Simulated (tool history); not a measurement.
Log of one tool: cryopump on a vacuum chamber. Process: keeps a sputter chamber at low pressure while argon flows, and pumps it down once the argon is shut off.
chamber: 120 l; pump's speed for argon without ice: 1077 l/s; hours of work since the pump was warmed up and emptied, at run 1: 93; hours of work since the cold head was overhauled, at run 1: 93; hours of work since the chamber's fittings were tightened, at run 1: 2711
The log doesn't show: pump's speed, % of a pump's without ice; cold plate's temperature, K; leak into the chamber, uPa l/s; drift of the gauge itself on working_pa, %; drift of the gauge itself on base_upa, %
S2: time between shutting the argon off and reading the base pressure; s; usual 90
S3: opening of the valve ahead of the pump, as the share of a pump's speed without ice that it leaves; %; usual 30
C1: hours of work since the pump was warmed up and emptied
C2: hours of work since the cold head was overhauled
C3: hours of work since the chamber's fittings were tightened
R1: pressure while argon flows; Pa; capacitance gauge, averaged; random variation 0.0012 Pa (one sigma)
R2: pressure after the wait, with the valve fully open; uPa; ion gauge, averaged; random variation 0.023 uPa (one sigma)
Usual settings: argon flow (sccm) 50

Run 1, day 0.000: usual settings; C1 93; C2 93; C3 2711. Result: R1 0.2632 Pa, R2 1.78 uPa.
Run 2, day 0.521: usual settings; C1 99; C2 99; C3 2717. Result: R1 0.2661 Pa, R2 1.77 uPa.
Run 3, day 1.100: usual settings; C1 105; C2 105; C3 2723. Result: R1 0.2619 Pa, R2 1.76 uPa.
Run 4, day 1.908: usual settings; C1 114; C2 114; C3 2732. Result: R1 0.2667 Pa, R2 1.80 uPa.
Run 5, day 2.700: usual settings; C1 122; C2 122; C3 2740. Result: R1 0.2646 Pa, R2 1.78 uPa.
Run 6, day 3.392: usual settings; C1 130; C2 130; C3 2747. Result: R1 0.2654 Pa, R2 1.84 uPa.
Run 7, day 4.204: usual settings but S3 38 %; C1 138; C2 138; C3 2756. Result: R1 0.2106 Pa, R2 1.81 uPa.
Run 8, day 4.688: usual settings but S3 38 %; C1 143; C2 143; C3 2761. Result: R1 0.2108 Pa, R2 1.84 uPa.
Run 9, day 5.204: usual settings but S2 22 s, S3 38 %; C1 149; C2 149; C3 2767. Result: R1 0.2095 Pa, R2 3.23 uPa.
Run 10, day 5.917: usual settings but S2 48 s; C1 156; C2 156; C3 2774. Result: R1 0.2665 Pa, R2 2.24 uPa.
Run 11, day 6.354: usual settings but S2 48 s; C1 161; C2 161; C3 2779. Result: R1 0.2659 Pa, R2 2.22 uPa.
Run 12, day 7.079: usual settings but S2 48 s; C1 169; C2 169; C3 2787. Result: R1 0.2661 Pa, R2 2.28 uPa.
Run 13, day 7.796: usual settings but S2 48 s; C1 177; C2 177; C3 2794. Result: R1 0.2699 Pa, R2 2.21 uPa.
Run 14, day 8.562: usual settings; C1 185; C2 185; C3 2803. Result: R1 0.2674 Pa, R2 1.85 uPa.
Run 15, day 9.308: usual settings; C1 193; C2 193; C3 2810. Result: R1 0.2666 Pa, R2 1.83 uPa.
Run 16, day 10.004: usual settings; C1 200; C2 200; C3 2818. Result: R1 0.2672 Pa, R2 1.91 uPa.
Run 17, day 10.567: usual settings; C1 206; C2 206; C3 2824. Result: R1 0.2675 Pa, R2 1.88 uPa.
Run 18, day 11.346: usual settings; C1 214; C2 214; C3 2832. Result: R1 0.2687 Pa, R2 1.82 uPa.
Run 19, day 11.983: usual settings but argon flow (sccm) 62, S3 17 %; C1 221; C2 221; C3 2839. Result: R1 0.5826 Pa, R2 1.88 uPa.
Run 20, day 12.788: usual settings but argon flow (sccm) 21, S2 51 s, S3 17 %; C1 230; C2 230; C3 2848. Result: R1 0.1963 Pa, R2 2.22 uPa.
Run 21, day 13.375: usual settings but argon flow (sccm) 22, S2 58 s, S3 19 %; C1 236; C2 236; C3 2854. Result: R1 0.1853 Pa, R2 2.18 uPa.
Run 22, day 14.125: usual settings but argon flow (sccm) 70, S2 211 s; C1 244; C2 244; C3 2862. Result: R1 0.3746 Pa, R2 1.61 uPa.
Run 23, day 14.867: usual settings but argon flow (sccm) 21, S2 52 s; C1 252; C2 252; C3 2870. Result: R1 0.1131 Pa, R2 2.23 uPa.
Run 24, day 15.642: usual settings but argon flow (sccm) 21, S2 52 s; C1 260; C2 260; C3 2878. Result: R1 0.1140 Pa, R2 2.25 uPa.
Run 25, day 16.025: usual settings but argon flow (sccm) 21, S2 66 s, S3 42 %; C1 264; C2 264; C3 2882. Result: R1 0.0822 Pa, R2 2.11 uPa.
Run 26, day 16.829: usual settings but argon flow (sccm) 26, S2 45 s; C1 273; C2 273; C3 2891. Result: R1 0.1399 Pa, R2 2.51 uPa.
Run 27, day 17.596: usual settings but argon flow (sccm) 80, S2 45 s; C1 281; C2 281; C3 2899. Result: R1 0.4321 Pa, R2 2.42 uPa.
Run 28, day 18.192: usual settings but S2 98 s, S3 36 %; C1 287; C2 287; C3 2905. Result: R1 0.2258 Pa, R2 1.89 uPa.
Run 29, day 18.796: usual settings but argon flow (sccm) 21, S2 38 s; C1 294; C2 294; C3 2912. Result: R1 0.1145 Pa, R2 2.53 uPa.
Run 30, day 19.146: usual settings but argon flow (sccm) 21, S2 38 s; C1 298; C2 298; C3 2915. Result: R1 0.1134 Pa, R2 2.57 uPa.
Run 31, day 19.946: usual settings but argon flow (sccm) 21, S2 38 s; C1 306; C2 306; C3 2924. Result: R1 0.1135 Pa, R2 2.60 uPa.

Forecast run 32:
Run 32, day 20.312: usual settings but argon flow (sccm) 21, S2 38 s; C1 310; C2 310; C3 2928. Result: R1 ?, R2 ?.

{"run 32": {"R1": 0.114, "R2": 2.59}}
Without the tool's hidden state the same run would have given R1 0.1100 Pa, R2 1.34 uPa.
